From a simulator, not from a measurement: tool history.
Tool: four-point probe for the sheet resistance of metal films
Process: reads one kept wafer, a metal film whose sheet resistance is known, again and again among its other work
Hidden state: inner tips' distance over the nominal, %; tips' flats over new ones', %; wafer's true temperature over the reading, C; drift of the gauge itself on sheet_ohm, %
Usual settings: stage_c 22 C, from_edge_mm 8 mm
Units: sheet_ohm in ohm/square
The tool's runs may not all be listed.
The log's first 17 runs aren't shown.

| run | hour | stage_c | from_edge_mm | touches since the probe head was changed | hours of work since the stage's thermometer was calibrated | sheet_ohm |
|---|---|---|---|---|---|---|
| 18 | 210.3 | 22 | 8 | 41611 | 21 | 0.090633 |
| 19 | 219.4 | 29 | 51 | 41934 | 28 | 0.089411 |
| 20 | 230.4 | 26 | 14 | 42323 | 36 | 0.089781 |
| 21 | 244.9 | 31 | 50 | 42833 | 46 | 0.089421 |
| 22 | 253.3 | 34 | 21 | 43130 | 52 | 0.089557 |
| 23 | 263.2 | 34 | 21 | 43481 | 59 | 0.089551 |
| 24 | 274.5 | 34 | 21 | 43882 | 67 | 0.089562 |
| 25 | 282.2 | 19 | 8 | 44152 | 73 | 0.090704 |
| 26 | 288.8 | 29 | 4 | 44384 | 77 | 0.094024 |
| 27 | 303.7 | 20 | 65 | 44911 | 88 | 0.089523 |
| 28 | 315.5 | 21 | 39 | 45328 | 96 | 0.089607 |
| 29 | 322.3 | 25 | 5 | 45569 | 101 | 0.092511 |
| 30 | 332.3 | 25 | 16 | 45922 | 108 | 0.089807 |
| 31 | 343.7 | 25 | 35 | 46325 | 117 | 0.089565 |
| 32 | 358.7 | 22 | 10 | 46857 | 127 | 0.090335 |
| 33 | 367.9 | 22 | 10 | 47180 | 134 | 0.090339 |
| 34 | 376.0 | 27 | 17 | 47468 | 140 | 0.089780 |

5 ways to go on from here, each from the tool as it stands after run 34. What would each give?
| A | 385.5 | 27 | 23 | 47801 | 146 | ? |
| B | 385.5 | 25 | 14 | 47801 | 146 | ? |
| C | 385.5 | 29 | 8 | 47801 | 146 | ? |
| D | 385.5 | 33 | 17 | 47801 | 146 | ? |
| E | 385.5 | 32 | 12 | 47801 | 146 | ? |

| run | sheet_ohm |
|---|---|
| A | 0.089668 |
| B | 0.089920 |
| C | 0.090699 |
| D | 0.089754 |
| E | 0.090067 |
Without the tool's hidden state the same runs would have given:
| run | sheet_ohm |
|---|---|
| A | 0.088613 |
| B | 0.088863 |
| C | 0.089633 |
| D | 0.088698 |
| E | 0.089008 |

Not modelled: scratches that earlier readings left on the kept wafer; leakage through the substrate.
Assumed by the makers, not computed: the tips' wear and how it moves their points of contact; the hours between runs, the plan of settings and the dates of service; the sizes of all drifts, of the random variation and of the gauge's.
